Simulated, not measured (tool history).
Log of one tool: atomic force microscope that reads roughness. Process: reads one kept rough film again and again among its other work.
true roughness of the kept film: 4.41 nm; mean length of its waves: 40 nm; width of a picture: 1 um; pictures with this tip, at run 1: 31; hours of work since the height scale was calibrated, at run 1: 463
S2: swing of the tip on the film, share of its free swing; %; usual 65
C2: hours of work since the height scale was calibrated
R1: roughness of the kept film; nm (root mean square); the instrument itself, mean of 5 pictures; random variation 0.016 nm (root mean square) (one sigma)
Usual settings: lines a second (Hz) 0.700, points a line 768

{"run": 1, "hour": 0.0, "lines a second (Hz)": 0.7, "S2": 65, "points a line": 768, "pictures with this tip": 31, "C2": 463, "R1": 3.89}
{"run": 2, "hour": 35.4, "lines a second (Hz)": 0.7, "S2": 65, "points a line": 610, "pictures with this tip": 82, "C2": 484, "R1": 3.886}
{"run": 3, "hour": 54.9, "lines a second (Hz)": 0.7, "S2": 72, "points a line": 768, "pictures with this tip": 111, "C2": 496, "R1": 3.821}
{"hour": 91.8, "done": "new tip fitted"}
{"run": 4, "hour": 94.9, "lines a second (Hz)": 0.7, "S2": 65, "points a line": 768, "pictures with this tip": 5, "C2": 519, "R1": 3.882}
{"run": 5, "hour": 128.2, "lines a second (Hz)": 0.7, "S2": 65, "points a line": 768, "pictures with this tip": 54, "C2": 539, "R1": 3.894}
{"run": 6, "hour": 156.3, "lines a second (Hz)": 0.7, "S2": 65, "points a line": 768, "pictures with this tip": 95, "C2": 556, "R1": 3.878}
{"run": 7, "hour": 191.6, "lines a second (Hz)": 0.7, "S2": 65, "points a line": 768, "pictures with this tip": 146, "C2": 577, "R1": 3.884}
{"hour": 204.6, "done": "new tip fitted"}
{"run": 8, "hour": 227.1, "lines a second (Hz)": 0.7, "S2": 65, "points a line": 768, "pictures with this tip": 33, "C2": 598, "R1": 3.88}
{"run": 9, "hour": 258.0, "lines a second (Hz)": 0.7, "S2": 65, "points a line": 768, "pictures with this tip": 78, "C2": 617, "R1": 3.877}
{"run": 10, "hour": 290.0, "lines a second (Hz)": 0.7, "S2": 65, "points a line": 768, "pictures with this tip": 125, "C2": 636, "R1": 3.868}
{"run": 11, "hour": 315.8, "lines a second (Hz)": 0.7, "S2": 65, "points a line": 768, "pictures with this tip": 162, "C2": 651, "R1": 3.869}
{"hour": 320.0, "done": "new tip fitted"}
{"run": 12, "hour": 350.8, "lines a second (Hz)": 0.7, "S2": 65, "points a line": 768, "pictures with this tip": 45, "C2": 672, "R1": 3.873}
{"run": 13, "hour": 374.5, "lines a second (Hz)": 0.7, "S2": 65, "points a line": 768, "pictures with this tip": 80, "C2": 686, "R1": 3.907}
{"run": 14, "hour": 414.3, "lines a second (Hz)": 0.7, "S2": 65, "points a line": 768, "pictures with this tip": 138, "C2": 710, "R1": 3.885}
{"hour": 434.9, "done": "new tip fitted"}
{"run": 15, "hour": 435.6, "lines a second (Hz)": 0.7, "S2": 65, "points a line": 768, "pictures with this tip": 1, "C2": 722, "R1": 3.869}
{"run": 16, "hour": 465.9, "lines a second (Hz)": 1.025, "S2": 65, "points a line": 768, "pictures with this tip": 46, "C2": 741, "R1": 3.835}
{"run": 17, "hour": 482.9, "lines a second (Hz)": 0.528, "S2": 65, "points a line": 768, "pictures with this tip": 71, "C2": 751, "R1": 3.869}
{"run": 18, "hour": 517.5, "lines a second (Hz)": 0.528, "S2": 65, "points a line": 768, "pictures with this tip": 121, "C2": 771, "R1": 3.89}
{"hour": 547.7, "done": "new tip fitted"}
{"run": 19, "hour": 555.3, "lines a second (Hz)": 0.528, "S2": 65, "points a line": 813, "pictures with this tip": 11, "C2": 794, "R1": 3.903}
{"run": 20, "hour": 576.7, "lines a second (Hz)": 0.7, "S2": 65, "points a line": 559, "pictures with this tip": 42, "C2": 807, "R1": 3.846}

Forecast run 21:
{"run": 21, "hour": 607.4, "lines a second (Hz)": 0.7, "S2": 65, "points a line": 559, "pictures with this tip": 87, "C2": 825, "R1": "?"}

R1: 3.842 nm (root mean square)
Without the tool's hidden state the same run would have given R1 3.845 nm (root mean square).
